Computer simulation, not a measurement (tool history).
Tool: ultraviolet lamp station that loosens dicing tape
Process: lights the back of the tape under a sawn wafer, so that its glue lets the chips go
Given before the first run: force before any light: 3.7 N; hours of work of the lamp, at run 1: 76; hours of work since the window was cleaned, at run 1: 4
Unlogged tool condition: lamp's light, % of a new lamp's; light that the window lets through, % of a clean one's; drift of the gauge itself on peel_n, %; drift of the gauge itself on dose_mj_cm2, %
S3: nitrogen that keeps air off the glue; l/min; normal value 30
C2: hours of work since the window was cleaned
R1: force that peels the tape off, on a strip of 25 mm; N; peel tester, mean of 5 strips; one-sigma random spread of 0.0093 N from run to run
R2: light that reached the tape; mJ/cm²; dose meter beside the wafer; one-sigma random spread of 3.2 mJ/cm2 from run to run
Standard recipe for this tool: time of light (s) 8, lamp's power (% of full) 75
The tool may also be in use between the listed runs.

run 1 hour=0 | time_of_light_(s)=8 lamp's_power_(%_of_full)=75 S3=30 | hours_of_work_of_the_lamp=76 C2=4 | R1=0.415 R2=475
run 2 hour=15 | time_of_light_(s)=15 lamp's_power_(%_of_full)=75 S3=30 | hours_of_work_of_the_lamp=85 C2=13 | R1=0.168 R2=899
run 3 hour=25.3 | time_of_light_(s)=15 lamp's_power_(%_of_full)=75 S3=30 | hours_of_work_of_the_lamp=92 C2=20 | R1=0.184 R2=894
run 4 hour=33.3 | time_of_light_(s)=8 lamp's_power_(%_of_full)=61 S3=30 | hours_of_work_of_the_lamp=97 C2=25 | R1=0.622 R2=384
-- hour=34.7 window cleaned of glue's vapour
run 5 hour=48.7 | time_of_light_(s)=13 lamp's_power_(%_of_full)=75 S3=30 | hours_of_work_of_the_lamp=107 C2=9 | R1=0.201 R2=757
run 6 hour=58.1 | time_of_light_(s)=8 lamp's_power_(%_of_full)=75 S3=12 | hours_of_work_of_the_lamp=113 C2=15 | R1=0.781 R2=466
run 7 hour=65 | time_of_light_(s)=9 lamp's_power_(%_of_full)=69 S3=22 | hours_of_work_of_the_lamp=117 C2=20 | R1=0.527 R2=474
run 8 hour=74.7 | time_of_light_(s)=9 lamp's_power_(%_of_full)=69 S3=10 | hours_of_work_of_the_lamp=124 C2=26 | R1=0.893 R2=472
run 9 hour=90 | time_of_light_(s)=13 lamp's_power_(%_of_full)=75 S3=10 | hours_of_work_of_the_lamp=133 C2=36 | R1=0.424 R2=734
run 10 hour=100.6 | time_of_light_(s)=13 lamp's_power_(%_of_full)=99 S3=34 | hours_of_work_of_the_lamp=140 C2=42 | R1=0.162 R2=956
-- hour=107.2 window cleaned of glue's vapour, once more
run 11 hour=110.8 | time_of_light_(s)=5 lamp's_power_(%_of_full)=72 S3=10 | hours_of_work_of_the_lamp=146 C2=2 | R1=1.456 R2=285
run 12 hour=126.3 | time_of_light_(s)=5 lamp's_power_(%_of_full)=65 S3=54 | hours_of_work_of_the_lamp=156 C2=12 | R1=0.843 R2=252

Below are 3 alternative next runs, each starting from the tool's condition after run 12. Predict each:
run A hour=141.9 | time_of_light_(s)=8 lamp's_power_(%_of_full)=75 S3=26 | hours_of_work_of_the_lamp=166 C2=22 | R1=? R2=?
run B hour=141.9 | time_of_light_(s)=14 lamp's_power_(%_of_full)=75 S3=24 | hours_of_work_of_the_lamp=166 C2=22 | R1=? R2=?
run C hour=141.9 | time_of_light_(s)=6 lamp's_power_(%_of_full)=60 S3=30 | hours_of_work_of_the_lamp=166 C2=22 | R1=? R2=?

run=A R1=0.475 R2=465
run=B R1=0.194 R2=817
run=C R1=0.997 R2=273
With no hidden state in the tool, these same runs would have given:
run=A R1=0.418 R2=501
run=B R1=0.176 R2=881
run=C R1=0.904 R2=294
